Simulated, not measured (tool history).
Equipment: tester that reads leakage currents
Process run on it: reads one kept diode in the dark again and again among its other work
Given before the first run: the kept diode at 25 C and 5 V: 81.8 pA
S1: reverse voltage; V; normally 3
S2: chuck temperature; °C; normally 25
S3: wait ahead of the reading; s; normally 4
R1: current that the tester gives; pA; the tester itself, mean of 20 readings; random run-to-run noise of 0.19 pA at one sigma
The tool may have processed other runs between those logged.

Run 1, hour 0: usual settings. Result: R1 67.29 pA.
Run 2, hour 98.1: usual settings. Result: R1 68.02 pA.
Run 3, hour 245.6: usual settings. Result: R1 69.13 pA.
Run 4, hour 324.9: usual settings. Result: R1 68.99 pA.
Run 5, hour 473.5: usual settings. Result: R1 69.7 pA.
Run 6, hour 564.2: usual settings. Result: R1 69.79 pA.
Run 7, hour 692.8: usual settings but S2 41 °C. Result: R1 266.42 pA.
Run 8, hour 833: usual settings but S2 41 °C, S3 0.95 s. Result: R1 269.54 pA.
Run 9, hour 965: usual settings but S2 41 °C, S3 0.95 s. Result: R1 273.39 pA.
Run 10, hour 1059.3: usual settings but S2 41 °C, S3 0.95 s. Result: R1 274.25 pA.
Run 11, hour 1205: usual settings but S2 41 °C, S3 0.95 s. Result: R1 282.38 pA.
Run 12, hour 1341.9: usual settings but S2 41 °C, S3 0.95 s. Result: R1 283.73 pA.
Run 13, hour 1417.9: usual settings but S1 2.37 V, S2 53 °C, S3 0.36 s. Result: R1 637.18 pA.
Run 14, hour 1534.9: usual settings but S1 2.37 V, S2 53 °C, S3 0.36 s. Result: R1 637.74 pA.
Run 15, hour 1672.9: usual settings but S1 2.37 V, S2 53 °C, S3 0.36 s. Result: R1 581.17 pA.
Run 16, hour 1792.7: usual settings but S1 5.56 V, S2 24 °C, S3 1.04 s. Result: R1 94.6 pA.
Run 17, hour 1949.4: usual settings but S1 5.56 V, S2 24 °C, S3 0.83 s. Result: R1 96.67 pA.
Run 18, hour 2121.7: usual settings but S1 5.91 V. Result: R1 107.68 pA.
Run 19, hour 2211.8: usual settings but S1 1.48 V, S2 43 °C. Result: R1 211.95 pA.
Run 20, hour 2287.4: usual settings but S1 1.48 V, S2 43 °C. Result: R1 213.04 pA.
Run 21, hour 2449.5: usual settings but S1 14.21 V, S2 31 °C, S3 1.37 s. Result: R1 301.06 pA.

Missing from the log above: 2 entries noted between runs. For each, name the pair of listed runs it sits between and say how the tool's hidden condition differs from the listed run just before to the listed run just after:
From run 10 to run 11: chuck's temperature calibrated (hour 1072)
  stray current of the dirty probe card, pA a volt: 1.659 -> 1.716; current scale over the true one, %: 1.3 -> 1.36; true chuck temperature over the reading, C: 0.84 -> 1.23
  measured value less the no-hidden-state value, R1: +26.01 -> +35 pA
From run 14 to run 15: chuck's temperature calibrated, once more (hour 1648.3)
  stray current of the dirty probe card, pA a volt: 1.853 -> 1.912; current scale over the true one, %: 1.5 -> 1.56; true chuck temperature over the reading, C: 1.44 -> 0.16
  measured value less the no-hidden-state value, R1: +77.87 -> +20.44 pA

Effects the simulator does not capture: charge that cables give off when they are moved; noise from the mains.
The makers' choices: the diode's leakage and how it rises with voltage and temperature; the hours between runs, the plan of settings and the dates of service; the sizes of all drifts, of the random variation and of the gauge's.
